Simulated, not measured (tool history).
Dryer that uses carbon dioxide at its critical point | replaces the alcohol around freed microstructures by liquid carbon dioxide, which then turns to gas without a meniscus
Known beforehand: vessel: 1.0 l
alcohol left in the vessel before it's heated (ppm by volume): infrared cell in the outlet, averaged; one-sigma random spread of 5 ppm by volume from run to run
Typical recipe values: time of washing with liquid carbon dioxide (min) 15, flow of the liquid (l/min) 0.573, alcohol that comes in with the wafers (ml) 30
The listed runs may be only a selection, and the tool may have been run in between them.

run	hour	time of washing with liquid carbon dioxide (min)	flow of the liquid (l/min)	alcohol that comes in with the wafers (ml)	alcohol left in the vessel before it's heated (ppm by volume)
1	0.0	15	0.573	30	122
2	42.1	15	0.573	30	139
3	74.1	15	0.466	30	175
4	101.7	15	0.573	68	152
5	139.6	15	0.542	30	154
6	174.2	15	0.573	30	156
7	198.5	15	0.573	30	152
8	221.8	15	0.573	30	161
9	252.8	15	0.573	30	165
10	297.9	15	0.573	32	170
11	345.7	15	0.573	30	181
12	383.1	15	0.573	77	207
13	422.4	15	0.573	77	209
14	457.6	15	0.573	77	211
15	496.1	15	0.573	77	213
16	527.9	15	0.573	77	235
# hour 561.1: inlet filter changed
17	578.7	15	0.573	30	212
18	628.7	15	0.573	30	220
19	668.0	15	0.387	30	312
# hour 673.1: purifier's bed changed
20	709.3	15	0.387	30	125
21	743.1	15	0.573	30	28
22	789.1	15	0.573	30	31
23	822.0	15	0.573	30	35
24	852.0	19	0.417	109	92
25	882.9	19	0.417	109	90
26	921.1	12	0.573	75	148
27	945.7	12	0.573	75	149
28	975.1	20	0.573	80	52
29	1016.5	15	0.573	22	66
30	1045.5	13	0.434	95	548
31	1092.8	12	0.804	35	57
32	1115.2	23	0.804	35	66
33	1163.4	11	0.787	30	84
34	1186.4	10	0.680	95	236
35	1219.2	15	0.416	30	181
36	1265.3	22	0.416	85	111
37	1290.6	15	0.573	22	97
38	1324.7	15	0.646	63	99
39	1359.9	20	0.573	30	102
40	1400.6	20	0.573	30	109
41	1442.3	20	0.573	22	110
42	1474.4	10	0.565	53	436
# hour 1490.1: inlet filter changed
43	1508.6	16	0.406	27	173
44	1554.2	12	0.726	82	144
45	1587.5	20	0.573	69	129

What if the next run were any one of these 3? Each begins from the tool's condition after run 45:
A	1613.6	10	0.606	69	?
B	1613.6	14	0.441	69	?
C	1613.6	23	0.573	63	?

run	alcohol left in the vessel before it's heated (ppm by volume)
A	310
B	308
C	139
Had the tool no hidden state, the same runs would have come out as:
run	alcohol left in the vessel before it's heated (ppm by volume)
A	165
B	165
C	10

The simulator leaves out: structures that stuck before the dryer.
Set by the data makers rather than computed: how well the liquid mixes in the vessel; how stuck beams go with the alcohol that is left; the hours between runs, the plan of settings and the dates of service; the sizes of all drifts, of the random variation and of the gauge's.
